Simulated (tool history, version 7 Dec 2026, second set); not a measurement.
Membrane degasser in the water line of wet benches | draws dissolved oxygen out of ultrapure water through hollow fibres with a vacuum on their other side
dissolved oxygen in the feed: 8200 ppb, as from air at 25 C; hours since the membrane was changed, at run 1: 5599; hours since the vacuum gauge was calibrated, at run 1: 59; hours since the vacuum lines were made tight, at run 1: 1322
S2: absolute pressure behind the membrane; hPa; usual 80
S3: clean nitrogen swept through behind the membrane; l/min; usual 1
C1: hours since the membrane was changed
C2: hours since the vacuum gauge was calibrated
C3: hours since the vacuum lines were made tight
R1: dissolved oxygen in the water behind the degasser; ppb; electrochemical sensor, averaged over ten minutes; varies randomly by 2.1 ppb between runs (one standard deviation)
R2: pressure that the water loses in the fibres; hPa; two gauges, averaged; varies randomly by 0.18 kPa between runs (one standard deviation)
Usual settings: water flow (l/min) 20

Run 1, hour 0: usual settings; C1 5599; C2 59; C3 1322. Result: R1 281.8 ppb, R2 347.9 hPa.
Run 2, hour 164.7: usual settings; C1 5764; C2 224; C3 1487. Result: R1 282.3 ppb, R2 344.9 hPa.
Run 3, hour 317.4: usual settings; C1 5917; C2 377; C3 1640. Result: R1 281.5 ppb, R2 345.6 hPa.
Run 4, hour 469: usual settings; C1 6068; C2 528; C3 1791. Result: R1 278.6 ppb, R2 348.1 hPa.
Run 5, hour 634.3: usual settings; C1 6234; C2 694; C3 1957. Result: R1 282.7 ppb, R2 347 hPa.
Run 6, hour 857.7: usual settings; C1 6457; C2 917; C3 2180. Result: R1 285.4 ppb, R2 351.2 hPa.
At hour 869.5: vacuum gauge calibrated.
Run 7, hour 976.5: usual settings but water flow (l/min) 19; C1 6575; C2 107; C3 2298. Result: R1 268.4 ppb, R2 331.8 hPa.

Run 8, settings as shown, results not yet in. Your forecast:
Run 8, hour 1146.1: usual settings but water flow (l/min) 19, S2 130.3 hPa, S3 0.54 l/min; C1 6745; C2 277; C3 2468. Result: R1 ?, R2 ?.

R1: 738.1 ppb
R2: 330.7 hPa
With the hidden condition absent and the run-to-run variation left alone, this run would have shown R1 712.2 ppb, R2 307 hPa.
